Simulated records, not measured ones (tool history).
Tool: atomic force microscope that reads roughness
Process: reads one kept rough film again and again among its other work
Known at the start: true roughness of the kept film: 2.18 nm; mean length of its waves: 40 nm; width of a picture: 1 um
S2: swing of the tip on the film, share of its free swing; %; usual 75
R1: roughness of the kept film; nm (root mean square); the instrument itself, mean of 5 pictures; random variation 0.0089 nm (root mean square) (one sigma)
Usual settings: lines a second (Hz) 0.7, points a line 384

{"run": 1, "hour": 0.0, "lines a second (Hz)": 0.7, "S2": 75, "points a line": 384, "R1": 1.944}
{"run": 2, "hour": 8.1, "lines a second (Hz)": 0.7, "S2": 75, "points a line": 384, "R1": 1.92}
{"run": 3, "hour": 18.0, "lines a second (Hz)": 0.7, "S2": 75, "points a line": 384, "R1": 1.92}
{"run": 4, "hour": 25.5, "lines a second (Hz)": 0.7, "S2": 75, "points a line": 384, "R1": 1.874}
{"run": 5, "hour": 35.0, "lines a second (Hz)": 0.545, "S2": 75, "points a line": 384, "R1": 1.863}
{"run": 6, "hour": 45.3, "lines a second (Hz)": 0.545, "S2": 75, "points a line": 384, "R1": 1.854}
{"run": 7, "hour": 54.0, "lines a second (Hz)": 0.7, "S2": 75, "points a line": 384, "R1": 1.799}
{"run": 8, "hour": 65.1, "lines a second (Hz)": 0.7, "S2": 75, "points a line": 801, "R1": 1.782}
{"run": 9, "hour": 70.6, "lines a second (Hz)": 0.7, "S2": 75, "points a line": 801, "R1": 1.773}
{"hour": 77.2, "done": "new tip fitted"}
{"run": 10, "hour": 82.9, "lines a second (Hz)": 0.7, "S2": 75, "points a line": 801, "R1": 1.974}
{"run": 11, "hour": 90.9, "lines a second (Hz)": 0.7, "S2": 75, "points a line": 801, "R1": 1.944}
{"run": 12, "hour": 100.2, "lines a second (Hz)": 0.7, "S2": 75, "points a line": 801, "R1": 1.919}
{"run": 13, "hour": 109.3, "lines a second (Hz)": 0.7, "S2": 69, "points a line": 384, "R1": 1.908}
{"run": 14, "hour": 119.2, "lines a second (Hz)": 0.7, "S2": 69, "points a line": 384, "R1": 1.887}
{"run": 15, "hour": 130.3, "lines a second (Hz)": 3.793, "S2": 56, "points a line": 340, "R1": 1.77}
{"run": 16, "hour": 136.9, "lines a second (Hz)": 0.7, "S2": 62, "points a line": 619, "R1": 1.879}
{"run": 17, "hour": 141.9, "lines a second (Hz)": 1.491, "S2": 58, "points a line": 362, "R1": 1.831}
{"run": 18, "hour": 150.9, "lines a second (Hz)": 0.7, "S2": 75, "points a line": 507, "R1": 1.78}
{"run": 19, "hour": 159.4, "lines a second (Hz)": 0.708, "S2": 82, "points a line": 264, "R1": 1.71}
{"hour": 169.1, "done": "new tip fitted"}
{"run": 20, "hour": 169.6, "lines a second (Hz)": 2.735, "S2": 66, "points a line": 462, "R1": 1.85}
{"run": 21, "hour": 177.3, "lines a second (Hz)": 2.735, "S2": 86, "points a line": 462, "R1": 1.519}
{"run": 22, "hour": 184.0, "lines a second (Hz)": 0.907, "S2": 76, "points a line": 280, "R1": 1.9}
{"run": 23, "hour": 191.7, "lines a second (Hz)": 1.009, "S2": 65, "points a line": 339, "R1": 1.949}
{"run": 24, "hour": 199.2, "lines a second (Hz)": 2.128, "S2": 68, "points a line": 384, "R1": 1.797}
{"run": 25, "hour": 208.1, "lines a second (Hz)": 0.603, "S2": 57, "points a line": 635, "R1": 1.951}
{"run": 26, "hour": 214.5, "lines a second (Hz)": 0.7, "S2": 75, "points a line": 308, "R1": 1.862}
{"run": 27, "hour": 221.1, "lines a second (Hz)": 1.43, "S2": 63, "points a line": 411, "R1": 1.863}
{"run": 28, "hour": 229.9, "lines a second (Hz)": 1.43, "S2": 63, "points a line": 411, "R1": 1.817}

Forecast each of these 3 alternatives for the next run:
{"run": "A", "hour": 239.0, "lines a second (Hz)": 0.7, "S2": 75, "points a line": 289, "R1": "?"}
{"run": "B", "hour": 239.0, "lines a second (Hz)": 0.945, "S2": 75, "points a line": 384, "R1": "?"}
{"run": "C", "hour": 239.0, "lines a second (Hz)": 1.779, "S2": 78, "points a line": 411, "R1": "?"}

run=A R1=1.801
run=B R1=1.758
run=C R1=1.646
Without the tool's hidden state the same runs would have given:
run=A R1=1.986
run=B R1=1.938
run=C R1=1.815
